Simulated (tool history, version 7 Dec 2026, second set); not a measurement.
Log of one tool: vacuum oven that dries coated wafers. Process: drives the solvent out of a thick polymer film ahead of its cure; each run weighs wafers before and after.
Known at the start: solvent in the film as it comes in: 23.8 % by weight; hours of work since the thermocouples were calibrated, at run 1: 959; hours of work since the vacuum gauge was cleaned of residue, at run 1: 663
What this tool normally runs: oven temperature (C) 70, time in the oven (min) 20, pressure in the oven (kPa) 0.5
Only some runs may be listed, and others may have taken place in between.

| run | day | oven temperature (C) | time in the oven (min) | pressure in the oven (kPa) | hours of work since the thermocouples were calibrated | hours of work since the vacuum gauge was cleaned of residue | solvent left in the film (%) |
|---|---|---|---|---|---|---|---|
| 1 | 0 | 70 | 20 | 0.5 | 959 | 663 | 0.91 |
| 2 | 1.421 | 70 | 20 | 0.5 | 978 | 682 | 0.98 |
| 3 | 2.325 | 70 | 20 | 0.5 | 989 | 694 | 0.92 |
| 4 | 3.225 | 70 | 20 | 0.594 | 1001 | 705 | 0.98 |
| 5 | 4.95 | 70 | 20 | 0.594 | 1024 | 728 | 0.96 |
| 6 | 6.179 | 70 | 16 | 0.5 | 1040 | 744 | 1.55 |
| 7 | 7.508 | 70 | 20 | 0.5 | 1057 | 761 | 0.95 |
| 8 | 8.8 | 70 | 20 | 0.5 | 1074 | 778 | 0.92 |
| 9 | 9.538 | 70 | 20 | 1.022 | 1084 | 788 | 1.16 |
| 10 | 11.075 | 70 | 20 | 0.5 | 1104 | 808 | 0.9 |
| 11 | 12.35 | 70 | 20 | 0.5 | 1121 | 825 | 0.85 |
| 12 | 13.975 | 72 | 14 | 0.741 | 1142 | 846 | 1.43 |
| 13 | 15.292 | 72 | 14 | 0.741 | 1159 | 863 | 1.48 |
| 14 | 16.525 | 62 | 10 | 0.741 | 1175 | 879 | 8.07 |
| 15 | 17.733 | 62 | 10 | 0.741 | 1191 | 895 | 8.08 |
| 16 | 18.942 | 59 | 10 | 1.78 | 1207 | 911 | 10.23 |
| 17 | 19.796 | 80 | 11 | 0.5 | 1218 | 922 | 0.49 |
| 18 | 21.258 | 80 | 11 | 0.5 | 1237 | 941 | 0.46 |
| 19 | 22.788 | 70 | 12 | 0.5 | 1257 | 961 | 2.56 |
| 20 | 23.671 | 71 | 35 | 1.666 | 1269 | 973 | 0.89 |
| 21 | 25.225 | 71 | 35 | 1.666 | 1289 | 993 | 0.84 |
| 22 | 26.612 | 71 | 35 | 1.666 | 1307 | 1011 | 0.87 |

Alternative continuations, all from the tool just after run 22; predict every row:
| A | 27.838 | 82 | 35 | 1.666 | 1323 | 1027 | ? |
| B | 27.838 | 55 | 20 | 0.407 | 1323 | 1027 | ? |
| C | 27.838 | 56 | 20 | 1.666 | 1323 | 1027 | ? |

| run | solvent left in the film (%) |
|---|---|
| A | 0.54 |
| B | 7.23 |
| C | 7.44 |
With no hidden state in the tool, these same runs would have given:
| run | solvent left in the film (%) |
|---|---|
| A | 0.51 |
| B | 8.52 |
| C | 8.75 |

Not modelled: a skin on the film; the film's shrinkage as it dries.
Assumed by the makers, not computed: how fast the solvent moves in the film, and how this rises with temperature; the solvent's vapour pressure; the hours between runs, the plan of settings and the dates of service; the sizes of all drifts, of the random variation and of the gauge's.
